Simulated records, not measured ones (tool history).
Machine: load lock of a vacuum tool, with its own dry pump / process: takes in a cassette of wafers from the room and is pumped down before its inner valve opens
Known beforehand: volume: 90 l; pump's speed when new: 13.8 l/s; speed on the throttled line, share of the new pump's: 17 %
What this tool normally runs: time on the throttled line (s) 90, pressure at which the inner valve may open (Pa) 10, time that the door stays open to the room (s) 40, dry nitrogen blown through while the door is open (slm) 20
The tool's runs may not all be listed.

run	hour	time on the throttled line (s)	pressure at which the inner valve may open (Pa)	time that the door stays open to the room (s)	dry nitrogen blown through while the door is open (slm)	incoming humidity of the room's air, %	time from the closed door until the inner valve may open (s)	rise of the pressure with all valves shut (Pa/min)
1	0	90	10	40	20	43.8	137.3	0.498
2	392.1	90	10	40	20	47.1	137.3	0.53
3	1060.9	90	10	40	20	44.5	135.9	0.573
4	1719.3	90	10	40	20	46.8	136.4	0.595
5	2270.3	90	10	40	20	44.2	138.7	0.626
6	2689	90	10	40	10	45.5	137.7	0.641
7	3340.3	90	10	40	20	46.8	138	0.68
8	3869.6	90	10	55	20	45	138.6	0.702
9	4253.5	90	10	55	20	43.5	137.7	0.025
10	4745.8	90	10	40	20	44.4	137.7	0.027
11	5413.1	90	10	40	20	46.2	139.3	0.034
12	5771.8	90	10	40	7	43.4	139.3	0.048
13	6405.5	90	10	40	20	44.6	138.5	0.05
14	7028.5	90	10	40	20	42.6	138.9	0.057
15	7454.6	90	10	40	20	45.1	138.8	0.066
16	7789.1	90	10	40	20	44.4	138.5	0.074
17	8206.5	90	10	40	20	44.1	140	0.078
18	8757.5	90	10	40	20	45.5	139.5	0.092
19	9132.8	90	10	40	20	48.3	141	0.102
20	9538.2	90	10	40	20	45.8	139.7	0.108
21	10084.2	90	10	188	20	45.5	141.6	0.136
22	10392.7	90	10	188	20	43.7	140.7	0.141
23	10985.2	90	10	188	20	43	142.5	0.165
24	11462	141	18	125	7	42.7	178.8	0.184
25	11925	141	18	167	7	42.2	179.1	0.199
26	12290.6	90	19	134	20	44	137.7	0.191
27	12859.7	160	9	117	20	47.2	200.3	0.203
28	13131	80	18	40	30	43	131.1	0.202
29	13484.6	75	9	148	11	47.3	123.4	0.244
30	13923.9	158	9	40	20	43.3	192.1	0.229
31	14420.3	95	13	98	10	46.7	139.5	0.269
32	15021.9	90	10	40	38	41.9	135.4	0.259
33	15361.9	118	18	40	5	44.1	156.3	0.288
34	15796.6	109	12	40	20	43.1	150	0.305
35	16326.5	90	10	35	14	40.6	135.8	0.317
36	16782	90	10	35	14	43.3	135.3	0.324

Removed from this log: 2 entries logged between the listed runs. Between which two listed runs does each belong, and how does the tool's hidden state at the listed run before it compare with that at the listed run after it?
Run 8 -> run 9: door's seal changed, seat wiped (hour 4227.3)
  pump's speed, % of a new pump's: 94 -> 93.6; leak at the door's seal, Pa l/s: 1.0212 -> 0.0035
  measured result minus the result with no hidden state, time from the closed door until the inner valve may open (s): +3 -> +3.1; rise of the pressure with all valves shut (Pa/min): +0.68 -> +0.001
Run 28 -> run 29: dry pump taken out, an overhauled one fitted (hour 13187.3)
  pump's speed, % of a new pump's: 85.4 -> 101.1; leak at the door's seal, Pa l/s: 0.2822 -> 0.2989
  measured result minus the result with no hidden state, time from the closed door until the inner valve may open (s): +7.4 -> -0.6; rise of the pressure with all valves shut (Pa/min): +0.187 -> +0.194
